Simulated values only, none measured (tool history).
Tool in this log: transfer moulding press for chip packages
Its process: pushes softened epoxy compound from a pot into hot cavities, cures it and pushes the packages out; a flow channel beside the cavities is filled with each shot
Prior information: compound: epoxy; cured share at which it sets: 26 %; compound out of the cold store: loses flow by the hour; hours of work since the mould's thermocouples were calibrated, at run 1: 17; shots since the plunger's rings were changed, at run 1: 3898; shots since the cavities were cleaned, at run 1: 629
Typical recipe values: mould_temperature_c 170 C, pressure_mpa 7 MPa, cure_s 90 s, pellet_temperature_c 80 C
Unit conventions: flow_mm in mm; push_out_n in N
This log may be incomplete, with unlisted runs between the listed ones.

| run | hour | mould_temperature_c | pressure_mpa | cure_s | pellet_temperature_c | hours of work since the mould's thermocouples were calibrated | shots since the plunger's rings were changed | shots since the cavities were cleaned | incoming compound's hours out of the cold store | flow_mm | push_out_n |
|---|---|---|---|---|---|---|---|---|---|---|---|
| 1 | 0 | 170 | 7 | 90 | 80 | 17 | 3898 | 629 | 10.8 | 687 | 1005 |
| 2 | 7.9 | 170 | 7 | 80 | 80 | 21 | 4001 | 732 | 36.6 | 615 | 1269 |
| 3 | 14.5 | 170 | 7 | 80 | 80 | 25 | 4086 | 817 | 20.5 | 659 | 1301 |
| 4 | 22.3 | 170 | 7.97 | 90 | 80 | 30 | 4187 | 918 | 35.5 | 659 | 993 |
| 5 | 34 | 170 | 7 | 90 | 89 | 37 | 4340 | 1071 | 27 | 636 | 1052 |
|  | 38.1 | cavities cleaned with cleaning compound and waxed |
| 6 | 49.8 | 170 | 7 | 90 | 89 | 45 | 4526 | 152 | 37.3 | 610 | 691 |
| 7 | 62.3 | 170 | 7 | 90 | 89 | 53 | 4688 | 314 | 17.6 | 653 | 781 |
| 8 | 70.5 | 170 | 7 | 90 | 80 | 58 | 4794 | 420 | 23.3 | 634 | 886 |
| 9 | 82.1 | 170 | 7 | 90 | 80 | 65 | 4945 | 571 | 22.1 | 639 | 952 |
| 10 | 96.5 | 170 | 7 | 90 | 80 | 73 | 5132 | 758 | 41.8 | 602 | 961 |
| 11 | 110.1 | 170 | 7 | 90 | 82 | 81 | 5309 | 935 | 8.3 | 672 | 1020 |
|  | 124.3 | cavities cleaned with cleaning compound and waxed |
| 12 | 125 | 170 | 7 | 90 | 80 | 89 | 5483 | 9 | 8.7 | 662 | 614 |
| 13 | 139 | 170 | 7 | 90 | 80 | 98 | 5665 | 191 | 23.9 | 622 | 769 |
| 14 | 148.9 | 170 | 7 | 90 | 80 | 103 | 5793 | 319 | 18.3 | 629 | 822 |
|  | 159.6 | plunger's sealing rings changed |
| 15 | 161.8 | 170 | 7 | 103 | 86 | 110 | 29 | 454 | 35 | 675 | 721 |
| 16 | 175.7 | 170 | 7 | 103 | 86 | 118 | 209 | 634 | 25.5 | 700 | 779 |
| 17 | 187.5 | 167 | 6.7 | 78 | 79 | 125 | 363 | 788 | 34.6 | 670 | 1608 |
| 18 | 198 | 167 | 6.7 | 78 | 79 | 131 | 499 | 924 | 28.2 | 681 | 1724 |
| 19 | 207.5 | 170 | 7 | 77 | 86 | 137 | 622 | 1047 | 46 | 664 | 1364 |
|  | 213.3 | cavities cleaned with cleaning compound and waxed |
| 20 | 218.5 | 163 | 8.13 | 74 | 88 | 142 | 746 | 68 | 26.8 | 759 | 1525 |
| 21 | 226.3 | 170 | 7 | 90 | 76 | 147 | 847 | 169 | 10.9 | 733 | 744 |
| 22 | 241.6 | 170 | 7 | 90 | 76 | 156 | 1045 | 367 | 16.6 | 710 | 862 |
| 23 | 253.5 | 170 | 7 | 124 | 83 | 163 | 1200 | 522 | 10.9 | 724 | 715 |
| 24 | 261.1 | 170 | 7 | 110 | 77 | 168 | 1299 | 621 | 35.1 | 664 | 733 |
| 25 | 271.4 | 170 | 7 | 110 | 77 | 174 | 1433 | 755 | 15 | 707 | 811 |
| 26 | 282.4 | 170 | 7 | 110 | 77 | 180 | 1576 | 898 | 35.8 | 661 | 812 |
| 27 | 296.8 | 170 | 7 | 113 | 80 | 189 | 1763 | 1085 | 11.9 | 716 | 828 |
|  | 299.1 | cavities cleaned with cleaning compound and waxed |
| 28 | 313.5 | 170 | 7 | 113 | 80 | 198 | 1960 | 186 | 35.2 | 657 | 589 |

Each row is a separate what-if for the run after 28, all from the same tool condition, not one after another. Results?
| A | 323.3 | 170 | 5.53 | 90 | 76 | 204 | 2088 | 314 | 10.1 | ? | ? |
| B | 323.3 | 166 | 7 | 73 | 80 | 204 | 2088 | 314 | 18.7 | ? | ? |
| C | 323.3 | 170 | 5.29 | 126 | 74 | 204 | 2088 | 314 | 15.8 | ? | ? |
| D | 323.3 | 168 | 7 | 98 | 70 | 204 | 2088 | 314 | 29.4 | ? | ? |
| E | 323.3 | 167 | 5.78 | 80 | 80 | 204 | 2088 | 314 | 34.4 | ? | ? |

| run | flow_mm | push_out_n |
|---|---|---|
| A | 639 | 822 |
| B | 708 | 1786 |
| C | 616 | 615 |
| D | 672 | 777 |
| E | 602 | 1264 |
The same runs, with their run-to-run variation unchanged, on a tool lacking any hidden condition would have given:
| run | flow_mm | push_out_n |
|---|---|---|
| A | 666 | 607 |
| B | 739 | 1325 |
| C | 643 | 444 |
| D | 701 | 573 |
| E | 628 | 942 |
